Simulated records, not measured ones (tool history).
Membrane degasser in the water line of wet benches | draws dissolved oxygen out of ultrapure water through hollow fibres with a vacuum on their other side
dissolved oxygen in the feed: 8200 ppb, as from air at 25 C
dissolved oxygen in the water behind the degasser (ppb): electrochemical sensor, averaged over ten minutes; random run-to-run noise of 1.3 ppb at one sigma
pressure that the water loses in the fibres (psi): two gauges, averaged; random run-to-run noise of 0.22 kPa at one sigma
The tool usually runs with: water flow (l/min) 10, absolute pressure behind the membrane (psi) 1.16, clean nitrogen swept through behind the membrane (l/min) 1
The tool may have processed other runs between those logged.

run,hour,water flow (l/min),absolute pressure behind the membrane (psi),clean nitrogen swept through behind the membrane (l/min),dissolved oxygen in the water behind the degasser (ppb),pressure that the water loses in the fibres (psi)
1,0,10,1.16,1,125.3,7.675
2,61.4,10,1.16,1,126.6,7.672
3,100.4,10,1.16,0.54,213,7.728
4,162.3,10,1.16,0.54,211.5,7.655
5,242.9,10,1.16,0.54,210.1,7.641
6,321.3,10,1.16,0.54,215.8,7.67
7,400.3,10,1.16,0.54,215.7,7.744
8,476.8,15,1.783,0.84,398.8,11.486
9,558.2,6,1.16,0.52,134.5,4.615
10,620.3,6,1.16,0.52,136.2,4.635
11,690.6,6,0.94,0.52,95.1,4.627
12,764.5,12,0.94,1.15,104.9,9.248
13,835.3,12,0.94,1.15,105.4,9.174

Forecast each of these 3 alternatives for the next run:
A,885.9,7,1.162,1.45,?,?
B,885.9,6,0.963,1,?,?
C,885.9,9,1.785,0.65,?,?

run,dissolved oxygen in the water behind the degasser (ppb),pressure that the water loses in the fibres (psi)
A,63.2,5.411
B,54.3,4.611
C,298.7,6.942
Take away the tool's hidden state, keep each run's random variation, and the runs would have read:
run,dissolved oxygen in the water behind the degasser (ppb),pressure that the water loses in the fibres (psi)
A,59.8,5.247
B,50.7,4.47
C,289.8,6.731
